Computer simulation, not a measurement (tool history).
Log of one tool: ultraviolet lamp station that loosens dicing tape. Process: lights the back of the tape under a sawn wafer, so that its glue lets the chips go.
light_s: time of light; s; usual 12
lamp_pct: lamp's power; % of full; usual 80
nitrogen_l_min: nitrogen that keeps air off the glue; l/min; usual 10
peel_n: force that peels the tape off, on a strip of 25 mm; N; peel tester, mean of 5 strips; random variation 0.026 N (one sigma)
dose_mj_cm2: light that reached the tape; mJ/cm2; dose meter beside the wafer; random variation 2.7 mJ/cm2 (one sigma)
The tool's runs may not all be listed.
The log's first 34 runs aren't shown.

run	day	light_s	lamp_pct	nitrogen_l_min	hours of work of the lamp	hours of work since the window was cleaned	peel_n	dose_mj_cm2
35	35.212	10	80	16	594	212	2.728	203
36	36.492	17	80	16	607	225	1.222	336
37	37.475	6	80	9	617	235	5.627	116
38	38.308	10	92	5	626	244	3.618	227
39	39.708	10	92	10	640	258	2.902	222
40	40.338	13	90	3	647	265	3.444	281
41	41.312	24	60	10	657	274	1.462	340
42	42.658	20	60	5	670	288	2.835	284
43	43.671	20	60	5	681	299	2.883	279

4 ways to go on from here, each from the tool as it stands after run 43. What would each give?
A	44.475	9	77	16	689	307	?	?
B	44.475	20	74	5	689	307	?	?
C	44.475	22	61	9	689	307	?	?
D	44.475	9	60	6	689	307	?	?

run	peel_n	dose_mj_cm2
A	3.822	157
B	2.116	341
C	1.897	308
D	5.884	125
Without the tool's hidden state the same runs would have given:
run	peel_n	dose_mj_cm2
A	1.867	265
B	0.783	576
C	0.669	518
D	3.766	209

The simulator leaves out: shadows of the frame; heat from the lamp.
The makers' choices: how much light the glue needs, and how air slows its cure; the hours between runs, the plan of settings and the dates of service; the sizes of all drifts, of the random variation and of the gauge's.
